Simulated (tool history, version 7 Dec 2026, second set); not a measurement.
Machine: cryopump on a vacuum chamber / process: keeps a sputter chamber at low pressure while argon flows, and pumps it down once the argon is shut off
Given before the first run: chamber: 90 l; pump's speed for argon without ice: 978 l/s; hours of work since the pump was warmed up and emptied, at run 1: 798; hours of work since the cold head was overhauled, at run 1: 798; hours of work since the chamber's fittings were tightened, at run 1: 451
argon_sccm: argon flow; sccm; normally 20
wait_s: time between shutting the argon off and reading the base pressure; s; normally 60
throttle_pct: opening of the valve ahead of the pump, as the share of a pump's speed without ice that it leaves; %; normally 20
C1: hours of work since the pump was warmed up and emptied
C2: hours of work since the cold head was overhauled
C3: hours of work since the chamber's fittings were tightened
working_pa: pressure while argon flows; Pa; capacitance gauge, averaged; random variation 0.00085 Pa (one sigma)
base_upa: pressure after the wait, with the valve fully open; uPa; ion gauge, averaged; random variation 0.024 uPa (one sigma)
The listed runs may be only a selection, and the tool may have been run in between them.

{"run": 1, "hour": 0.0, "argon_sccm": 20, "wait_s": 60, "throttle_pct": 20, "C1": 798, "C2": 798, "C3": 451, "working_pa": 0.18, "base_upa": 1.51}
{"run": 2, "hour": 65.0, "argon_sccm": 15, "wait_s": 60, "throttle_pct": 20, "C1": 832, "C2": 832, "C3": 485, "working_pa": 0.1371, "base_upa": 1.52}
{"run": 3, "hour": 148.7, "argon_sccm": 20, "wait_s": 105, "throttle_pct": 20, "C1": 875, "C2": 875, "C3": 528, "working_pa": 0.1808, "base_upa": 1.38}
{"run": 4, "hour": 196.2, "argon_sccm": 20, "wait_s": 105, "throttle_pct": 20, "C1": 900, "C2": 900, "C3": 553, "working_pa": 0.1808, "base_upa": 1.35}
{"run": 5, "hour": 242.8, "argon_sccm": 20, "wait_s": 60, "throttle_pct": 20, "C1": 924, "C2": 924, "C3": 577, "working_pa": 0.1813, "base_upa": 1.66}
{"run": 6, "hour": 299.8, "argon_sccm": 20, "wait_s": 60, "throttle_pct": 20, "C1": 953, "C2": 953, "C3": 606, "working_pa": 0.1835, "base_upa": 1.71}
{"run": 7, "hour": 356.8, "argon_sccm": 20, "wait_s": 60, "throttle_pct": 20, "C1": 983, "C2": 983, "C3": 636, "working_pa": 0.1815, "base_upa": 1.75}
{"run": 8, "hour": 414.3, "argon_sccm": 20, "wait_s": 60, "throttle_pct": 20, "C1": 1012, "C2": 1012, "C3": 665, "working_pa": 0.182, "base_upa": 1.78}
{"run": 9, "hour": 494.2, "argon_sccm": 20, "wait_s": 60, "throttle_pct": 20, "C1": 1054, "C2": 1054, "C3": 707, "working_pa": 0.184, "base_upa": 1.86}
{"run": 10, "hour": 546.3, "argon_sccm": 20, "wait_s": 60, "throttle_pct": 20, "C1": 1081, "C2": 1081, "C3": 734, "working_pa": 0.1836, "base_upa": 1.91}
{"run": 11, "hour": 590.7, "argon_sccm": 20, "wait_s": 60, "throttle_pct": 20, "C1": 1104, "C2": 1104, "C3": 757, "working_pa": 0.1867, "base_upa": 1.89}
{"run": 12, "hour": 655.9, "argon_sccm": 20, "wait_s": 60, "throttle_pct": 20, "C1": 1137, "C2": 1137, "C3": 790, "working_pa": 0.1833, "base_upa": 1.96}
{"run": 13, "hour": 708.2, "argon_sccm": 20, "wait_s": 60, "throttle_pct": 46, "C1": 1164, "C2": 1164, "C3": 817, "working_pa": 0.0871, "base_upa": 2.07}
{"hour": 756.2, "done": "pump warmed up, emptied and cooled again"}
{"run": 14, "hour": 787.6, "argon_sccm": 20, "wait_s": 60, "throttle_pct": 46, "C1": 16, "C2": 1203, "C3": 856, "working_pa": 0.0761, "base_upa": 1.75}
{"run": 15, "hour": 850.1, "argon_sccm": 20, "wait_s": 60, "throttle_pct": 22, "C1": 49, "C2": 1235, "C3": 888, "working_pa": 0.1572, "base_upa": 1.72}
{"run": 16, "hour": 888.5, "argon_sccm": 36, "wait_s": 60, "throttle_pct": 20, "C1": 68, "C2": 1255, "C3": 908, "working_pa": 0.3125, "base_upa": 1.76}
{"run": 17, "hour": 961.2, "argon_sccm": 20, "wait_s": 60, "throttle_pct": 20, "C1": 106, "C2": 1293, "C3": 946, "working_pa": 0.1746, "base_upa": 1.83}
{"run": 18, "hour": 1010.3, "argon_sccm": 9, "wait_s": 87, "throttle_pct": 16, "C1": 131, "C2": 1318, "C3": 971, "working_pa": 0.0977, "base_upa": 1.68}
{"run": 19, "hour": 1069.0, "argon_sccm": 9, "wait_s": 87, "throttle_pct": 16, "C1": 162, "C2": 1348, "C3": 1001, "working_pa": 0.0989, "base_upa": 1.71}
{"run": 20, "hour": 1106.5, "argon_sccm": 18, "wait_s": 31, "throttle_pct": 35, "C1": 181, "C2": 1368, "C3": 1021, "working_pa": 0.0916, "base_upa": 2.49}
{"run": 21, "hour": 1168.9, "argon_sccm": 18, "wait_s": 31, "throttle_pct": 35, "C1": 213, "C2": 1400, "C3": 1053, "working_pa": 0.0903, "base_upa": 2.54}
{"run": 22, "hour": 1250.3, "argon_sccm": 17, "wait_s": 185, "throttle_pct": 20, "C1": 255, "C2": 1442, "C3": 1095, "working_pa": 0.1479, "base_upa": 1.61}
{"run": 23, "hour": 1285.0, "argon_sccm": 17, "wait_s": 185, "throttle_pct": 20, "C1": 273, "C2": 1460, "C3": 1113, "working_pa": 0.1488, "base_upa": 1.67}
{"run": 24, "hour": 1335.7, "argon_sccm": 26, "wait_s": 186, "throttle_pct": 25, "C1": 300, "C2": 1486, "C3": 1139, "working_pa": 0.1827, "base_upa": 1.7}
{"run": 25, "hour": 1410.0, "argon_sccm": 26, "wait_s": 45, "throttle_pct": 25, "C1": 338, "C2": 1525, "C3": 1178, "working_pa": 0.1855, "base_upa": 2.36}
{"run": 26, "hour": 1456.6, "argon_sccm": 26, "wait_s": 45, "throttle_pct": 25, "C1": 362, "C2": 1549, "C3": 1202, "working_pa": 0.1843, "base_upa": 2.47}
{"run": 27, "hour": 1513.8, "argon_sccm": 26, "wait_s": 21, "throttle_pct": 57, "C1": 392, "C2": 1578, "C3": 1231, "working_pa": 0.085, "base_upa": 3.34}
{"run": 28, "hour": 1563.2, "argon_sccm": 22, "wait_s": 21, "throttle_pct": 20, "C1": 417, "C2": 1604, "C3": 1257, "working_pa": 0.1948, "base_upa": 3.39}
{"run": 29, "hour": 1642.8, "argon_sccm": 20, "wait_s": 38, "throttle_pct": 42, "C1": 458, "C2": 1645, "C3": 1298, "working_pa": 0.0857, "base_upa": 2.67}
{"run": 30, "hour": 1678.0, "argon_sccm": 20, "wait_s": 38, "throttle_pct": 42, "C1": 477, "C2": 1663, "C3": 1316, "working_pa": 0.0877, "base_upa": 2.72}
{"run": 31, "hour": 1734.8, "argon_sccm": 22, "wait_s": 60, "throttle_pct": 20, "C1": 506, "C2": 1693, "C3": 1346, "working_pa": 0.195, "base_upa": 2.39}
{"run": 32, "hour": 1811.1, "argon_sccm": 19, "wait_s": 60, "throttle_pct": 19, "C1": 545, "C2": 1732, "C3": 1385, "working_pa": 0.1771, "base_upa": 2.44}
{"run": 33, "hour": 1856.6, "argon_sccm": 19, "wait_s": 60, "throttle_pct": 19, "C1": 569, "C2": 1756, "C3": 1409, "working_pa": 0.1777, "base_upa": 2.47}

What differs in the tool's unlogged condition from the final listed run ahead of each entry between runs to the first listed run following it?
After run 13, before run 14: pump warmed up, emptied and cooled again (hour 756.2)
  pump's speed, % of a pump's without ice: 74.5 -> 99.4; cold plate's temperature, K: 12.49 -> 12.5; leak into the chamber, uPa l/s: 1047 -> 1080
  what was measured, less what the result would be without the hidden state, working_pa: +0.0122 -> +0.0006 Pa; base_upa: +1.14 -> +0.81 uPa

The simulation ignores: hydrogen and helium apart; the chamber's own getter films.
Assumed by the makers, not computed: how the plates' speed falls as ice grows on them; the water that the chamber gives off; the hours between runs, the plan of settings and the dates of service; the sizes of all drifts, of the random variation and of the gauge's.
